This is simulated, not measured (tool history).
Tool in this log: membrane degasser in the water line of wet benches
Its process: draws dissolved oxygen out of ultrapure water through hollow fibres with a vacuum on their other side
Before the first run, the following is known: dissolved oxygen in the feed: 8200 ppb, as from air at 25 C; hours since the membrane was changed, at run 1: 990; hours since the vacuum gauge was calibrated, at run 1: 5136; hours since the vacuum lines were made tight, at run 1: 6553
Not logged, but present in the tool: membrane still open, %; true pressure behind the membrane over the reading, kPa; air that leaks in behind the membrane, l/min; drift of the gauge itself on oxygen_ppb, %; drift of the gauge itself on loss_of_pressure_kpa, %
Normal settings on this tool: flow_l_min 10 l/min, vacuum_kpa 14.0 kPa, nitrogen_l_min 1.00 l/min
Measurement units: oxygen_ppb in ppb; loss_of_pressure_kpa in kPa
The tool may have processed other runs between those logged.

run,hour,flow_l_min,vacuum_kpa,nitrogen_l_min,hours since the membrane was changed,hours since the vacuum gauge was calibrated,hours since the vacuum lines were made tight,oxygen_ppb,loss_of_pressure_kpa
1,0.0,10,14.0,1.00,990,5136,6553,284.7,56.30
2,40.7,10,14.0,1.00,1031,5176,6594,279.0,55.41
3,79.9,10,10.2,1.00,1070,5216,6633,188.0,56.10
4,127.8,10,11.0,1.00,1118,5263,6681,211.0,56.24
# hour 137.9: seals of the vacuum lines changed
5,162.0,10,11.0,1.00,1150,5296,24,201.0,55.43
6,198.5,11,14.0,1.00,1187,5332,61,293.5,61.05
7,227.5,11,14.0,1.00,1216,5361,90,291.2,61.26
8,252.0,11,14.0,1.00,1240,5386,114,298.2,61.07
9,286.3,11,14.0,1.00,1275,5420,148,295.2,61.10
10,309.6,11,14.0,1.00,1298,5443,172,295.1,61.52
# hour 313.4: vacuum gauge calibrated
11,348.1,11,14.0,1.00,1336,35,210,300.9,61.60
12,377.1,11,14.0,1.00,1365,64,239,300.6,61.20
13,406.6,6,14.0,1.00,1394,93,268,164.4,33.73
14,431.4,6,14.0,0.41,1419,118,293,376.4,33.73
# hour 463.7: vacuum gauge calibrated, once more
15,472.9,10,10.3,1.00,1460,9,334,173.9,55.73
16,517.1,10,10.3,1.00,1504,53,378,174.9,55.84

Run 17 is up next; what results do you expect?
17,548.3,10,10.3,1.00,1536,85,409,?,?

{"run 17": {"oxygen_ppb": 175.5, "loss_of_pressure_kpa": 55.54}}
Had the tool carried no hidden state, the very same run would have given oxygen_ppb 173.6 ppb, loss_of_pressure_kpa 54.71 kPa.
